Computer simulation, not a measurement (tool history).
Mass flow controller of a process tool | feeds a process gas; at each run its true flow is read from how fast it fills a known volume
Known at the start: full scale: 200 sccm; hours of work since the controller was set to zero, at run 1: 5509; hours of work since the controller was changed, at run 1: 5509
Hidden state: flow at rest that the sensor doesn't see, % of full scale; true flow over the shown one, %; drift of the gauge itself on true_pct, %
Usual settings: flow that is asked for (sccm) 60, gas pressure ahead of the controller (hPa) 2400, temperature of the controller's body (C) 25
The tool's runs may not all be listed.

| run | hour | flow that is asked for (sccm) | gas pressure ahead of the controller (hPa) | temperature of the controller's body (C) | hours of work since the controller was set to zero | hours of work since the controller was changed | true flow (%) |
|---|---|---|---|---|---|---|---|
| 1 | 0.0 | 60 | 2400 | 25 | 5509 | 5509 | 99.50 |
| 2 | 129.7 | 60 | 2400 | 25 | 5606 | 5606 | 99.25 |
| 3 | 258.0 | 48 | 2400 | 25 | 5702 | 5702 | 99.23 |
| 4 | 364.5 | 48 | 2400 | 25 | 5781 | 5781 | 99.36 |
| 5 | 501.9 | 48 | 2400 | 25 | 5884 | 5884 | 99.20 |
| 6 | 601.6 | 60 | 2400 | 25 | 5959 | 5959 | 99.49 |
| 7 | 691.1 | 60 | 2400 | 25 | 6025 | 6025 | 99.40 |
| 8 | 852.8 | 60 | 2400 | 25 | 6146 | 6146 | 99.22 |
| 9 | 940.9 | 60 | 2400 | 25 | 6212 | 6212 | 99.40 |
| 10 | 1064.2 | 60 | 2400 | 25 | 6304 | 6304 | 99.50 |
| 11 | 1153.8 | 60 | 2400 | 20 | 6371 | 6371 | 99.59 |
| 12 | 1248.8 | 60 | 2400 | 20 | 6442 | 6442 | 99.42 |
| 13 | 1332.4 | 60 | 1600 | 20 | 6505 | 6505 | 98.78 |
| 14 | 1461.5 | 60 | 2400 | 25 | 6601 | 6601 | 99.24 |
| 15 | 1625.9 | 60 | 2400 | 25 | 6724 | 6724 | 99.32 |
| 16 | 1778.5 | 60 | 2400 | 25 | 6838 | 6838 | 99.39 |
| 17 | 1892.3 | 60 | 2400 | 25 | 6923 | 6923 | 99.32 |
|  | 1909.4 | controller's zero set anew |
| 18 | 2011.7 | 60 | 2400 | 25 | 76 | 7012 | 99.26 |
| 19 | 2147.2 | 60 | 2400 | 33 | 178 | 7113 | 99.19 |
| 20 | 2241.0 | 60 | 2400 | 33 | 248 | 7183 | 99.21 |
| 21 | 2396.4 | 60 | 2400 | 33 | 364 | 7299 | 99.10 |
| 22 | 2552.2 | 60 | 2400 | 25 | 480 | 7416 | 99.46 |
| 23 | 2691.6 | 60 | 2300 | 25 | 585 | 7520 | 99.24 |
| 24 | 2845.6 | 60 | 2300 | 25 | 700 | 7635 | 99.33 |
| 25 | 2999.8 | 21 | 1780 | 23 | 815 | 7750 | 98.51 |
| 26 | 3190.4 | 21 | 1780 | 23 | 957 | 7893 | 98.66 |
| 27 | 3336.2 | 21 | 1780 | 23 | 1066 | 8002 | 98.61 |
| 28 | 3519.4 | 21 | 1780 | 23 | 1203 | 8138 | 98.71 |
| 29 | 3610.4 | 21 | 2280 | 38 | 1271 | 8206 | 98.61 |
| 30 | 3800.0 | 21 | 2410 | 38 | 1413 | 8348 | 98.77 |
| 31 | 3935.5 | 145 | 1670 | 25 | 1514 | 8449 | 99.38 |
| 32 | 4115.3 | 60 | 1500 | 21 | 1648 | 8584 | 98.83 |
| 33 | 4199.5 | 78 | 2340 | 34 | 1711 | 8647 | 99.17 |
| 34 | 4361.7 | 60 | 2400 | 25 | 1832 | 8768 | 99.30 |
| 35 | 4472.4 | 60 | 2400 | 25 | 1915 | 8851 | 99.39 |
| 36 | 4642.6 | 32 | 1930 | 25 | 2042 | 8978 | 98.74 |
| 37 | 4817.3 | 32 | 1930 | 25 | 2173 | 9108 | 98.79 |
| 38 | 4974.1 | 32 | 1930 | 25 | 2290 | 9225 | 98.91 |
| 39 | 5077.3 | 120 | 2220 | 25 | 2367 | 9303 | 99.53 |
| 40 | 5210.2 | 22 | 1830 | 39 | 2467 | 9402 | 98.25 |
|  | 5265.0 | controller exchanged for a calibrated one |
| 41 | 5351.5 | 22 | 1750 | 39 | 65 | 65 | 98.09 |
| 42 | 5501.6 | 22 | 1750 | 39 | 177 | 177 | 98.25 |
| 43 | 5696.1 | 22 | 1750 | 39 | 322 | 322 | 98.12 |
| 44 | 5781.6 | 22 | 1750 | 39 | 386 | 386 | 98.11 |
| 45 | 5929.3 | 22 | 1750 | 39 | 496 | 496 | 98.21 |
| 46 | 6095.1 | 60 | 1580 | 39 | 620 | 620 | 98.37 |
| 47 | 6203.7 | 60 | 1450 | 39 | 701 | 701 | 98.12 |
| 48 | 6372.6 | 60 | 2400 | 36 | 828 | 828 | 98.89 |

Hidden state at the last listed run before each entry between runs and at the first one after, where it differs:
Between runs 17 and 18: controller's zero set anew (hour 1909.4)
  flow at rest that the sensor doesn't see, % of full scale: 0.005 -> 0
Between runs 40 and 41: controller exchanged for a calibrated one (hour 5265.0)
  flow at rest that the sensor doesn't see, % of full scale: 0.002 -> 0; true flow over the shown one, %: 0.02 -> 0
